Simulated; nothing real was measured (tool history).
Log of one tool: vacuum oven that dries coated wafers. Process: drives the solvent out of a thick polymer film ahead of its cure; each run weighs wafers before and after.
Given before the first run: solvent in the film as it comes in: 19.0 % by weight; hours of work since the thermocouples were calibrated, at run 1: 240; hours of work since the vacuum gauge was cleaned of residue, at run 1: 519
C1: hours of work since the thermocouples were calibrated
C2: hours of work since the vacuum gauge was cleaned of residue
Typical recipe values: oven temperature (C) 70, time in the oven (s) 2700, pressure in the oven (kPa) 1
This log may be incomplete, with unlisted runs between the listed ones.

Run 1, hour 0: usual settings; C1 240; C2 519. Result: solvent left in the film (%) 2.85.
Run 2, hour 43.7: usual settings but pressure in the oven (kPa) 1.67; C1 270; C2 550. Result: solvent left in the film (%) 4.1.
Run 3, hour 86: usual settings but time in the oven (s) 2160; C1 300; C2 579. Result: solvent left in the film (%) 3.36.
Run 4, hour 116: usual settings but time in the oven (s) 4680; C1 321; C2 600. Result: solvent left in the film (%) 2.41.
Run 5, hour 136.1: usual settings but pressure in the oven (kPa) 2.53; C1 335; C2 614. Result: solvent left in the film (%) 5.85.
Run 6, hour 167.9: usual settings but pressure in the oven (kPa) 2.53; C1 357; C2 637. Result: solvent left in the film (%) 5.8.
Run 7, hour 206.8: usual settings; C1 384; C2 664. Result: solvent left in the film (%) 3.
Run 8, hour 243: usual settings; C1 410; C2 689. Result: solvent left in the film (%) 3.14.
Run 9, hour 264.9: usual settings; C1 425; C2 704. Result: solvent left in the film (%) 3.04.
Run 10, hour 300.2: usual settings; C1 450; C2 729. Result: solvent left in the film (%) 3.1.
Run 11, hour 326.5: usual settings; C1 468; C2 747. Result: solvent left in the film (%) 3.19.
Run 12, hour 347.9: usual settings; C1 483; C2 762. Result: solvent left in the film (%) 3.09.
Run 13, hour 380.2: usual settings; C1 506; C2 785. Result: solvent left in the film (%) 3.17.
Run 14, hour 407.1: usual settings; C1 525; C2 804. Result: solvent left in the film (%) 3.15.
Run 15, hour 436.4: usual settings; C1 545; C2 824. Result: solvent left in the film (%) 3.12.
Run 16, hour 456.7: usual settings; C1 559; C2 838. Result: solvent left in the film (%) 3.09.
Run 17, hour 499.3: usual settings; C1 589; C2 868. Result: solvent left in the film (%) 3.16.
Run 18, hour 520.7: usual settings; C1 604; C2 883. Result: solvent left in the film (%) 3.3.
Run 19, hour 543.1: usual settings; C1 620; C2 899. Result: solvent left in the film (%) 3.19.
Run 20, hour 574.2: usual settings; C1 641; C2 921. Result: solvent left in the film (%) 3.16.
Run 21, hour 600.4: usual settings but oven temperature (C) 64; C1 660; C2 939. Result: solvent left in the film (%) 4.95.
Run 22, hour 620.9: usual settings but pressure in the oven (kPa) 1.69; C1 674; C2 953. Result: solvent left in the film (%) 4.68.
Run 23, hour 652.9: usual settings but pressure in the oven (kPa) 0.53; C1 696; C2 976. Result: solvent left in the film (%) 2.55.
Run 24, hour 692.6: usual settings but pressure in the oven (kPa) 0.53; C1 724; C2 1003. Result: solvent left in the film (%) 2.57.
Run 25, hour 717.6: usual settings but oven temperature (C) 59, time in the oven (s) 1560; C1 742; C2 1021. Result: solvent left in the film (%) 9.32.
Run 26, hour 761.9: usual settings but oven temperature (C) 75, time in the oven (s) 2880, pressure in the oven (kPa) 2.43; C1 773; C2 1052. Result: solvent left in the film (%) 4.77.
Run 27, hour 782.2: usual settings but oven temperature (C) 80, pressure in the oven (kPa) 3.92; C1 787; C2 1066. Result: solvent left in the film (%) 5.78.
Run 28, hour 807.8: usual settings but oven temperature (C) 74, pressure in the oven (kPa) 0.63; C1 805; C2 1084. Result: solvent left in the film (%) 2.11.
Run 29, hour 837.9: usual settings but oven temperature (C) 77, time in the oven (s) 1380, pressure in the oven (kPa) 0.83; C1 826; C2 1105. Result: solvent left in the film (%) 3.35.
Run 30, hour 871.8: usual settings but oven temperature (C) 84, time in the oven (s) 1920, pressure in the oven (kPa) 1.59; C1 850; C2 1129. Result: solvent left in the film (%) 2.53.
Run 31, hour 908.1: usual settings but oven temperature (C) 71, time in the oven (s) 1500, pressure in the oven (kPa) 1.6; C1 875; C2 1154. Result: solvent left in the film (%) 5.91.
Run 32, hour 939.8: usual settings but oven temperature (C) 75, pressure in the oven (kPa) 0.94; C1 897; C2 1176. Result: solvent left in the film (%) 2.49.
Run 33, hour 961.8: usual settings but oven temperature (C) 80, time in the oven (s) 1440; C1 912; C2 1192. Result: solvent left in the film (%) 2.73.
Run 34, hour 990.5: usual settings but time in the oven (s) 1380; C1 933; C2 1212. Result: solvent left in the film (%) 5.79.
Run 35, hour 1009: usual settings but oven temperature (C) 67, time in the oven (s) 1380, pressure in the oven (kPa) 2.48; C1 946; C2 1225. Result: solvent left in the film (%) 9.35.
Run 36, hour 1041.7: usual settings but oven temperature (C) 67, time in the oven (s) 1380, pressure in the oven (kPa) 2.48; C1 968; C2 1248. Result: solvent left in the film (%) 9.78.
Run 37, hour 1085.8: usual settings but oven temperature (C) 67, time in the oven (s) 1380, pressure in the oven (kPa) 2.48; C1 999; C2 1278. Result: solvent left in the film (%) 9.42.
Run 38, hour 1123.6: usual settings but oven temperature (C) 58, time in the oven (s) 1740, pressure in the oven (kPa) 0.95; C1 1026; C2 1305. Result: solvent left in the film (%) 9.46.
Run 39, hour 1159.3: usual settings but oven temperature (C) 60, pressure in the oven (kPa) 0.88; C1 1051; C2 1330. Result: solvent left in the film (%) 6.68.
Run 40, hour 1197.4: usual settings but oven temperature (C) 82, pressure in the oven (kPa) 0.88; C1 1077; C2 1356. Result: solvent left in the film (%) 1.84.
Run 41, hour 1226.8: usual settings but oven temperature (C) 82, pressure in the oven (kPa) 0.88; C1 1098; C2 1377. Result: solvent left in the film (%) 1.78.
Run 42, hour 1252.4: usual settings but oven temperature (C) 82, pressure in the oven (kPa) 0.88; C1 1116; C2 1395. Result: solvent left in the film (%) 1.9.
Run 43, hour 1289.8: usual settings but oven temperature (C) 58, pressure in the oven (kPa) 2.51; C1 1142; C2 1421. Result: solvent left in the film (%) 12.34.
Run 44, hour 1309.8: usual settings but oven temperature (C) 58, pressure in the oven (kPa) 2.51; C1 1156; C2 1435. Result: solvent left in the film (%) 12.2.
Run 45, hour 1329.1: usual settings but oven temperature (C) 58, pressure in the oven (kPa) 2.51; C1 1169; C2 1449. Result: solvent left in the film (%) 12.35.
At hour 1347.1: vacuum gauge cleaned of residue and calibrated.
Run 46, hour 1351.3: usual settings but oven temperature (C) 55, time in the oven (s) 2280, pressure in the oven (kPa) 2.76; C1 1184; C2 3. Result: solvent left in the film (%) 13.21.
Run 47, hour 1384.6: usual settings but oven temperature (C) 72, time in the oven (s) 1980, pressure in the oven (kPa) 1.41; C1 1207; C2 26. Result: solvent left in the film (%) 3.74.

4 ways to go on from here, each from the tool as it stands after run 47. What would each give?
Run A, hour 1424.3: usual settings but oven temperature (C) 72, time in the oven (s) 4500, pressure in the oven (kPa) 1.41; C1 1235; C2 54. Result: solvent left in the film (%) ?.
Run B, hour 1424.3: usual settings but pressure in the oven (kPa) 2.07; C1 1235; C2 54. Result: solvent left in the film (%) ?.
Run C, hour 1424.3: usual settings but oven temperature (C) 57, time in the oven (s) 4080, pressure in the oven (kPa) 2.28; C1 1235; C2 54. Result: solvent left in the film (%) ?.
Run D, hour 1424.3: usual settings but oven temperature (C) 72, time in the oven (s) 1980, pressure in the oven (kPa) 3.02; C1 1235; C2 54. Result: solvent left in the film (%) ?.

run  solvent left in the film (%)
  A                          2.77
  B                          4.94
  C                          9.38
  D                          6.66
Stripped of hidden state, with their random variation kept, the same runs would have yielded:
run  solvent left in the film (%)
  A                          2.46
  B                          4.34
  C                          8.33
  D                          5.92
